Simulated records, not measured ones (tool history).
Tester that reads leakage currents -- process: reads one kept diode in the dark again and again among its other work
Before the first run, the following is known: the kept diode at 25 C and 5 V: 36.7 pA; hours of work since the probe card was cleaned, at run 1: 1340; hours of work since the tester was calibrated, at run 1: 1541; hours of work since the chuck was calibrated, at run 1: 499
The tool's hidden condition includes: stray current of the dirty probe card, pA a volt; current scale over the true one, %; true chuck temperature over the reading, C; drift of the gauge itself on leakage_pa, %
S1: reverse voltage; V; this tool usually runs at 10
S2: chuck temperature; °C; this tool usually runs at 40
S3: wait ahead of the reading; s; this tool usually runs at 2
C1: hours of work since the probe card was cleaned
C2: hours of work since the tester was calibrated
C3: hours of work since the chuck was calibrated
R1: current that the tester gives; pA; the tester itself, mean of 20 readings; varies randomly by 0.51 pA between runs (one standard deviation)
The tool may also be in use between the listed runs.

{"run": 1, "hour": 0.0, "S1": 10, "S2": 40, "S3": 2, "C1": 1340, "C2": 1541, "C3": 499, "R1": 163.88}
{"hour": 14.0, "done": "chuck's temperature calibrated"}
{"run": 2, "hour": 34.7, "S1": 10, "S2": 40, "S3": 2, "C1": 1358, "C2": 1559, "C3": 12, "R1": 172.95}
{"run": 3, "hour": 88.8, "S1": 10, "S2": 53, "S3": 2, "C1": 1389, "C2": 1589, "C3": 42, "R1": 409.76}
{"run": 4, "hour": 120.9, "S1": 10, "S2": 53, "S3": 2, "C1": 1407, "C2": 1607, "C3": 60, "R1": 407.79}
{"run": 5, "hour": 161.4, "S1": 10, "S2": 53, "S3": 2, "C1": 1429, "C2": 1630, "C3": 83, "R1": 407.25}
{"run": 6, "hour": 200.8, "S1": 10, "S2": 53, "S3": 2, "C1": 1452, "C2": 1652, "C3": 105, "R1": 405.06}
{"run": 7, "hour": 234.6, "S1": 3.1, "S2": 40, "S3": 2, "C1": 1470, "C2": 1671, "C3": 124, "R1": 84.16}
{"run": 8, "hour": 283.9, "S1": 3.1, "S2": 40, "S3": 2, "C1": 1498, "C2": 1699, "C3": 151, "R1": 83.68}
{"run": 9, "hour": 327.4, "S1": 3.1, "S2": 40, "S3": 2, "C1": 1522, "C2": 1723, "C3": 176, "R1": 83.8}
{"run": 10, "hour": 364.0, "S1": 10, "S2": 40, "S3": 2, "C1": 1543, "C2": 1744, "C3": 196, "R1": 168.02}
{"run": 11, "hour": 399.9, "S1": 10, "S2": 40, "S3": 2, "C1": 1563, "C2": 1764, "C3": 216, "R1": 169}
{"run": 12, "hour": 428.3, "S1": 10, "S2": 32, "S3": 2, "C1": 1579, "C2": 1780, "C3": 232, "R1": 97.12}
{"run": 13, "hour": 487.0, "S1": 10, "S2": 32, "S3": 2, "C1": 1612, "C2": 1813, "C3": 265, "R1": 96.69}
{"run": 14, "hour": 516.1, "S1": 19.7, "S2": 48, "S3": 0.55, "C1": 1628, "C2": 1829, "C3": 281, "R1": 442.38}
{"run": 15, "hour": 560.4, "S1": 10, "S2": 40, "S3": 4.58, "C1": 1653, "C2": 1854, "C3": 306, "R1": 166.34}
{"run": 16, "hour": 619.8, "S1": 10, "S2": 40, "S3": 4.58, "C1": 1686, "C2": 1887, "C3": 339, "R1": 165.76}
{"run": 17, "hour": 675.2, "S1": 10, "S2": 40, "S3": 4.58, "C1": 1717, "C2": 1918, "C3": 370, "R1": 164.52}
{"run": 18, "hour": 708.0, "S1": 10, "S2": 40, "S3": 4.58, "C1": 1736, "C2": 1936, "C3": 389, "R1": 164.59}
{"run": 19, "hour": 752.6, "S1": 1.8, "S2": 40, "S3": 2, "C1": 1761, "C2": 1961, "C3": 414, "R1": 58.38}
{"run": 20, "hour": 784.5, "S1": 18.5, "S2": 58, "S3": 6.54, "C1": 1778, "C2": 1979, "C3": 432, "R1": 780.3}
{"run": 21, "hour": 833.3, "S1": 18.5, "S2": 58, "S3": 6.54, "C1": 1806, "C2": 2006, "C3": 459, "R1": 778.14}
{"run": 22, "hour": 883.9, "S1": 18.9, "S2": 28, "S3": 2, "C1": 1834, "C2": 2035, "C3": 487, "R1": 106.94}
{"hour": 918.4, "done": "chuck's temperature calibrated"}
{"run": 23, "hour": 923.0, "S1": 18.9, "S2": 28, "S3": 2, "C1": 1855, "C2": 2056, "C3": 3, "R1": 112.78}

Take each entry between the runs: how does the hidden state at the last listed run before it differ from the hidden state at the first listed run after it?
Run 1 -> run 2: chuck's temperature calibrated (hour 14)
  stray current of the dirty probe card, pA a volt: 0.312 -> 0.316; true chuck temperature over the reading, C: -0.74 -> 0.02
  difference, measured minus the result without the unlogged condition, R1: -6.15 -> +2.71 pA
Run 22 -> run 23: chuck's temperature calibrated (hour 918.4)
  stray current of the dirty probe card, pA a volt: 0.422 -> 0.427; true chuck temperature over the reading, C: -0.77 -> 0.08
  difference, measured minus the result without the unlogged condition, R1: +1.38 -> +7.83 pA
